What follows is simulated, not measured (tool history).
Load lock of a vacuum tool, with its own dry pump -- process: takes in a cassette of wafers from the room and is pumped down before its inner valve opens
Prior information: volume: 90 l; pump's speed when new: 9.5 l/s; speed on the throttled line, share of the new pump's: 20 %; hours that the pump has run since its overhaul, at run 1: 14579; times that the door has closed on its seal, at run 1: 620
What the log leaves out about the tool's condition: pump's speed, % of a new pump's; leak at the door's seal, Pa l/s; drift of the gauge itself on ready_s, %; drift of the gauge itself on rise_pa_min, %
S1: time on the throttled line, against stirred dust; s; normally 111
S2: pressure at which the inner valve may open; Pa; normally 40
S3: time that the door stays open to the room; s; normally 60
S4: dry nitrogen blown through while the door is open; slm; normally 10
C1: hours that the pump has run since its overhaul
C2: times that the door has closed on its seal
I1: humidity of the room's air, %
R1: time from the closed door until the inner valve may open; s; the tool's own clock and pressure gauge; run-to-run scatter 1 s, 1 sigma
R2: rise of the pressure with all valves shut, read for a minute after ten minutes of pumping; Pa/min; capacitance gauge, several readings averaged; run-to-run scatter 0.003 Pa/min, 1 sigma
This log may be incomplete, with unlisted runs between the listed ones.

{"run": 1, "day": 0.0, "S1": 111, "S2": 40, "S3": 60, "S4": 10, "C1": 14579, "C2": 620, "I1": 44.0, "R1": 176.9, "R2": 0.033}
{"run": 2, "day": 11.729, "S1": 111, "S2": 40, "S3": 60, "S4": 10, "C1": 14861, "C2": 1049, "I1": 50.1, "R1": 177.9, "R2": 0.031}
{"run": 3, "day": 23.262, "S1": 111, "S2": 40, "S3": 60, "S4": 10, "C1": 15138, "C2": 1471, "I1": 40.7, "R1": 177.2, "R2": 0.029}
{"run": 4, "day": 34.742, "S1": 111, "S2": 31, "S3": 60, "S4": 10, "C1": 15413, "C2": 1891, "I1": 43.5, "R1": 179.7, "R2": 0.024}
{"run": 5, "day": 44.683, "S1": 111, "S2": 40, "S3": 60, "S4": 10, "C1": 15652, "C2": 2254, "I1": 45.5, "R1": 177.6, "R2": 0.03}
{"run": 6, "day": 52.283, "S1": 111, "S2": 40, "S3": 60, "S4": 10, "C1": 15834, "C2": 2532, "I1": 45.4, "R1": 177.4, "R2": 0.034}
{"run": 7, "day": 65.962, "S1": 111, "S2": 77, "S3": 82, "S4": 10, "C1": 16162, "C2": 3033, "I1": 47.0, "R1": 171.6, "R2": 0.036}
{"run": 8, "day": 74.4, "S1": 111, "S2": 77, "S3": 82, "S4": 10, "C1": 16365, "C2": 3341, "I1": 42.6, "R1": 169.1, "R2": 0.031}
{"run": 9, "day": 81.217, "S1": 94, "S2": 42, "S3": 91, "S4": 30, "C1": 16528, "C2": 3591, "I1": 46.9, "R1": 166.3, "R2": 0.03}
{"run": 10, "day": 90.188, "S1": 94, "S2": 42, "S3": 91, "S4": 30, "C1": 16744, "C2": 3919, "I1": 44.9, "R1": 165.1, "R2": 0.022}
{"run": 11, "day": 99.983, "S1": 94, "S2": 42, "S3": 91, "S4": 30, "C1": 16979, "C2": 4277, "I1": 46.8, "R1": 166.1, "R2": 0.032}
{"run": 12, "day": 114.696, "S1": 67, "S2": 42, "S3": 91, "S4": 5, "C1": 17332, "C2": 4816, "I1": 44.1, "R1": 147.4, "R2": 0.04}

Consider 4 possible next runs. They are alternatives, not a sequence: every one starts from the tool as it was left by run 12. What does each give?
{"run": "A", "day": 127.988, "S1": 111, "S2": 40, "S3": 90, "S4": 10, "C1": 17651, "C2": 5302, "I1": 44.1, "R1": "?", "R2": "?"}
{"run": "B", "day": 127.988, "S1": 111, "S2": 48, "S3": 83, "S4": 11, "C1": 17651, "C2": 5302, "I1": 48.7, "R1": "?", "R2": "?"}
{"run": "C", "day": 127.988, "S1": 83, "S2": 40, "S3": 60, "S4": 10, "C1": 17651, "C2": 5302, "I1": 45.9, "R1": "?", "R2": "?"}
{"run": "D", "day": 127.988, "S1": 69, "S2": 40, "S3": 167, "S4": 10, "C1": 17651, "C2": 5302, "I1": 43.2, "R1": "?", "R2": "?"}

run=A R1=182.6 R2=0.035
run=B R1=177.8 R2=0.036
run=C R1=158.0 R2=0.029
run=D R1=149.6 R2=0.050
Without the tool's unlogged condition, the same runs would have read:
run=A R1=165.0 R2=0.030
run=B R1=160.8 R2=0.030
run=C R1=139.0 R2=0.024
run=D R1=129.4 R2=0.045
